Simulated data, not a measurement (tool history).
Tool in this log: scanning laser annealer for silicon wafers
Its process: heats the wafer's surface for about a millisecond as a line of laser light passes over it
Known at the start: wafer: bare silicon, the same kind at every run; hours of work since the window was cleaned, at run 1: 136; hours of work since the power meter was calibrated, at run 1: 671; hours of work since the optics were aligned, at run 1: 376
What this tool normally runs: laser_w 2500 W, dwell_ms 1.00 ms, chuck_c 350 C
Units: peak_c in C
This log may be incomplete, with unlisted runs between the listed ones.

run   hour  laser_w  dwell_ms  chuck_c  hours of work since the window was cleaned  hours of work since the power meter was calibrated  hours of work since the optics were aligned  peak_c
  1    0.0     2500      1.00      350                                         136                                                 671                                          376    1084
  2   22.6     2500      1.00      350                                         152                                                 688                                          393    1087
  3   44.0     2500      1.00      350                                         168                                                 703                                          409    1087
  4   57.7     2500      1.00      350                                         178                                                 714                                          419    1084
  5   81.1     2500      1.00      350                                         195                                                 731                                          436    1086
  6  105.4     2500      1.00      350                                         213                                                 748                                          454    1082
  7  132.3     2500      1.00      350                                         233                                                 768                                          473    1081
  8  150.4     2500      1.00      350                                         246                                                 782                                          487    1078
  9  180.1     2500      1.00      384                                         268                                                 803                                          509    1116
 10  195.6     2500      1.00      384                                         279                                                 815                                          520    1112
 11  219.1     2500      1.00      350                                         297                                                 832                                          537    1081
 12  234.3     2500      1.00      350                                         308                                                 843                                          548    1078
 13  251.4     2460      1.08      343                                         320                                                 856                                          561    1088
 14  267.7     2460      1.08      343                                         332                                                 868                                          573    1085
 15  286.1     2260      1.14      345                                         346                                                 881                                          586    1043
 16  309.7     2260      1.14      345                                         363                                                 898                                          604    1042
 17  322.8     2260      1.14      345                                         373                                                 908                                          613    1039
 18  337.5     2308      0.90      350                                         384                                                 919                                          624     976
 19  354.9     2628      0.90      314                                         396                                                 932                                          637    1036
 20  380.2     2628      0.90      383                                         415                                                 950                                          655    1102
 21  392.1     2628      0.89      343                                         424                                                 959                                          664    1057
 22  418.2     2628      0.89      343                                         443                                                 978                                          683    1056
 23  445.3     2628      0.89      343                                         463                                                 998                                          703    1057
 24  457.6     2628      0.89      343                                         472                                                1007                                          712    1051

Predict each of these 3 candidate next runs independently; none follows another, all start after run 24:
  A  470.5     2255      0.91      325                                         481                                                1017                                          722       ?
  B  470.5     2500      1.09      350                                         481                                                1017                                          722       ?
  C  470.5     2476      1.04      346                                         481                                                1017                                          722       ?

run  peak_c
  A     935
  B    1101
  C    1073
With the hidden condition removed and each run's random variation left untouched, the same runs would have given:
run  peak_c
  A     960
  B    1132
  C    1103
